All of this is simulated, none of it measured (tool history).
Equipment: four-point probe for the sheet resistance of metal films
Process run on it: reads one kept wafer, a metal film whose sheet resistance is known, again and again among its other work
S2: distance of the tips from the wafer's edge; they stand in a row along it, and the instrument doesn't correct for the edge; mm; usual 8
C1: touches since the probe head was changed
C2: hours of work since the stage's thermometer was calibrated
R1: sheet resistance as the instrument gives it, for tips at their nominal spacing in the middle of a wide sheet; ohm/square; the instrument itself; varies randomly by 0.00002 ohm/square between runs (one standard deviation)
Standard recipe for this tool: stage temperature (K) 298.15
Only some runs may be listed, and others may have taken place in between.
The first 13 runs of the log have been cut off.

Run 14, day 31.058: usual settings but stage temperature (K) 299.15; C1 34602; C2 1227. Result: R1 0.097078 ohm/square.
Run 15, day 33.354: usual settings but S2 4 mm; C1 35440; C2 1258. Result: R1 0.098021 ohm/square.
Run 16, day 36.229: usual settings but S2 4 mm; C1 36490; C2 1298. Result: R1 0.098048 ohm/square.
Run 17, day 38.112: usual settings but S2 4 mm; C1 37179; C2 1324. Result: R1 0.098041 ohm/square.
Run 18, day 40.167: usual settings but S2 4 mm; C1 37929; C2 1352. Result: R1 0.098013 ohm/square.
Run 19, day 42.525: usual settings but S2 4 mm; C1 38791; C2 1384. Result: R1 0.098019 ohm/square.
Run 20, day 45.308: usual settings but stage temperature (K) 294.15, S2 10 mm; C1 39807; C2 1423. Result: R1 0.096926 ohm/square.
Run 21, day 48.067: usual settings but stage temperature (K) 296.15, S2 12 mm; C1 40815; C2 1461. Result: R1 0.096890 ohm/square.
Run 22, day 49.817: usual settings but S2 5 mm; C1 41455; C2 1485. Result: R1 0.097518 ohm/square.
Run 23, day 51.504: usual settings but stage temperature (K) 293.15, S2 9 mm; C1 42070; C2 1508. Result: R1 0.096910 ohm/square.
Run 24, day 54.562: usual settings but stage temperature (K) 302.15, S2 10 mm; C1 43187; C2 1550. Result: R1 0.096932 ohm/square.
Run 25, day 57.738: usual settings but stage temperature (K) 302.15, S2 15 mm; C1 44347; C2 1593. Result: R1 0.096819 ohm/square.
Run 26, day 60.154: usual settings but stage temperature (K) 302.15, S2 15 mm; C1 45230; C2 1627. Result: R1 0.096813 ohm/square.
Run 27, day 62.379: usual settings but stage temperature (K) 302.15, S2 15 mm; C1 46042; C2 1657. Result: R1 0.096837 ohm/square.
At day 63.379: stage's thermometer calibrated.
Run 28, day 65.046: usual settings but S2 22 mm; C1 47009; C2 23. Result: R1 0.096548 ohm/square.
Run 29, day 66.583: usual settings but S2 22 mm; C1 47570; C2 44. Result: R1 0.096554 ohm/square.
Run 30, day 69.342: usual settings but stage temperature (K) 292.15, S2 6 mm; C1 48578; C2 82. Result: R1 0.097011 ohm/square.
Run 31, day 70.800: usual settings but stage temperature (K) 293.15, S2 50 mm; C1 49111; C2 102. Result: R1 0.096498 ohm/square.
Run 32, day 73.454: usual settings but stage temperature (K) 293.15, S2 50 mm; C1 50080; C2 139. Result: R1 0.096447 ohm/square.
Run 33, day 74.808: usual settings but stage temperature (K) 293.15, S2 50 mm; C1 50575; C2 157. Result: R1 0.096461 ohm/square.

Each row is a separate what-if for the run after 33, all from the same tool condition, not one after another. Results?
Run A, day 76.496: usual settings but stage temperature (K) 296.15, S2 5 mm; C1 51192; C2 180. Result: R1 ?.
Run B, day 76.496: usual settings but stage temperature (K) 303.15, S2 39 mm; C1 51192; C2 180. Result: R1 ?.
Run C, day 76.496: usual settings but stage temperature (K) 299.15, S2 26 mm; C1 51192; C2 180. Result: R1 ?.

run        R1
  A  0.097284
  B  0.096583
  C  0.096513
Stripped of hidden state, with their random variation kept, the same runs would have yielded:
run        R1
  A  0.098005
  B  0.097300
  C  0.097229
